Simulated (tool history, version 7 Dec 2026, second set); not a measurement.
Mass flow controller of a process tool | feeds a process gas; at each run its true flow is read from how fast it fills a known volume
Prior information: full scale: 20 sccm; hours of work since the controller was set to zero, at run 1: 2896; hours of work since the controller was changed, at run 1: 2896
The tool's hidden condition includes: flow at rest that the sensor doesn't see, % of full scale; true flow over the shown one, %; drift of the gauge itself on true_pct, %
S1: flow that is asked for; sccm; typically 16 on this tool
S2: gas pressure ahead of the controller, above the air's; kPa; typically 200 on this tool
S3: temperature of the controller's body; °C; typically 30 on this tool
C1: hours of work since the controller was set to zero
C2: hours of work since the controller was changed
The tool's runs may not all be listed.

{"run": 1, "hour": 0.0, "S1": 16, "S2": 200, "S3": 30, "C1": 2896, "C2": 2896, "true flow (%)": 99.94}
{"run": 2, "hour": 252.3, "S1": 16, "S2": 200, "S3": 30, "C1": 2986, "C2": 2986, "true flow (%)": 99.77}
{"run": 3, "hour": 487.6, "S1": 16, "S2": 200, "S3": 30, "C1": 3071, "C2": 3071, "true flow (%)": 99.78}
{"run": 4, "hour": 662.4, "S1": 16, "S2": 200, "S3": 30, "C1": 3134, "C2": 3134, "true flow (%)": 99.7}
{"run": 5, "hour": 951.3, "S1": 16, "S2": 200, "S3": 30, "C1": 3237, "C2": 3237, "true flow (%)": 99.88}
{"run": 6, "hour": 1306.9, "S1": 16, "S2": 200, "S3": 23, "C1": 3365, "C2": 3365, "true flow (%)": 100.22}
{"run": 7, "hour": 1622.7, "S1": 16, "S2": 200, "S3": 30, "C1": 3478, "C2": 3478, "true flow (%)": 99.74}
{"run": 8, "hour": 1822.9, "S1": 16, "S2": 200, "S3": 30, "C1": 3550, "C2": 3550, "true flow (%)": 99.74}
{"run": 9, "hour": 2136.7, "S1": 16, "S2": 200, "S3": 30, "C1": 3663, "C2": 3663, "true flow (%)": 100.01}
{"run": 10, "hour": 2486.1, "S1": 19, "S2": 200, "S3": 30, "C1": 3788, "C2": 3788, "true flow (%)": 100.03}
{"run": 11, "hour": 2755.1, "S1": 19, "S2": 200, "S3": 30, "C1": 3885, "C2": 3885, "true flow (%)": 100.06}
{"run": 12, "hour": 3044.3, "S1": 5, "S2": 181, "S3": 26, "C1": 3988, "C2": 3988, "true flow (%)": 97.34}
{"run": 13, "hour": 3290.6, "S1": 5, "S2": 200, "S3": 22, "C1": 4077, "C2": 4077, "true flow (%)": 97.52}
{"run": 14, "hour": 3611.5, "S1": 11, "S2": 147, "S3": 22, "C1": 4192, "C2": 4192, "true flow (%)": 99.66}
{"run": 15, "hour": 3766.4, "S1": 14, "S2": 262, "S3": 30, "C1": 4247, "C2": 4247, "true flow (%)": 99.49}
{"run": 16, "hour": 3982.7, "S1": 16, "S2": 179, "S3": 30, "C1": 4325, "C2": 4325, "true flow (%)": 99.86}
{"run": 17, "hour": 4152.9, "S1": 16, "S2": 244, "S3": 33, "C1": 4386, "C2": 4386, "true flow (%)": 99.67}
{"run": 18, "hour": 4495.4, "S1": 16, "S2": 200, "S3": 32, "C1": 4509, "C2": 4509, "true flow (%)": 99.83}
{"run": 19, "hour": 4814.3, "S1": 16, "S2": 200, "S3": 32, "C1": 4623, "C2": 4623, "true flow (%)": 99.83}
{"run": 20, "hour": 5167.4, "S1": 16, "S2": 210, "S3": 30, "C1": 4750, "C2": 4750, "true flow (%)": 100.13}
{"run": 21, "hour": 5438.4, "S1": 3, "S2": 252, "S3": 31, "C1": 4847, "C2": 4847, "true flow (%)": 94.09}
{"run": 22, "hour": 5713.2, "S1": 3, "S2": 179, "S3": 22, "C1": 4946, "C2": 4946, "true flow (%)": 94.56}

Below are 4 alternative next runs, each starting from the tool's condition after run 22. Predict each:
{"run": "A", "hour": 5882.0, "S1": 2, "S2": 200, "S3": 23, "C1": 5007, "C2": 5007, "true flow (%)": "?"}
{"run": "B", "hour": 5882.0, "S1": 7, "S2": 209, "S3": 25, "C1": 5007, "C2": 5007, "true flow (%)": "?"}
{"run": "C", "hour": 5882.0, "S1": 10, "S2": 185, "S3": 21, "C1": 5007, "C2": 5007, "true flow (%)": "?"}
{"run": "D", "hour": 5882.0, "S1": 16, "S2": 244, "S3": 30, "C1": 5007, "C2": 5007, "true flow (%)": "?"}

run=A true_flow_(%)=91.01
run=B true_flow_(%)=98.13
run=C true_flow_(%)=99.37
run=D true_flow_(%)=99.87
What these runs would have given with no unlogged condition in the tool:
run=A true_flow_(%)=99.18
run=B true_flow_(%)=99.3
run=C true_flow_(%)=99.71
run=D true_flow_(%)=99.48

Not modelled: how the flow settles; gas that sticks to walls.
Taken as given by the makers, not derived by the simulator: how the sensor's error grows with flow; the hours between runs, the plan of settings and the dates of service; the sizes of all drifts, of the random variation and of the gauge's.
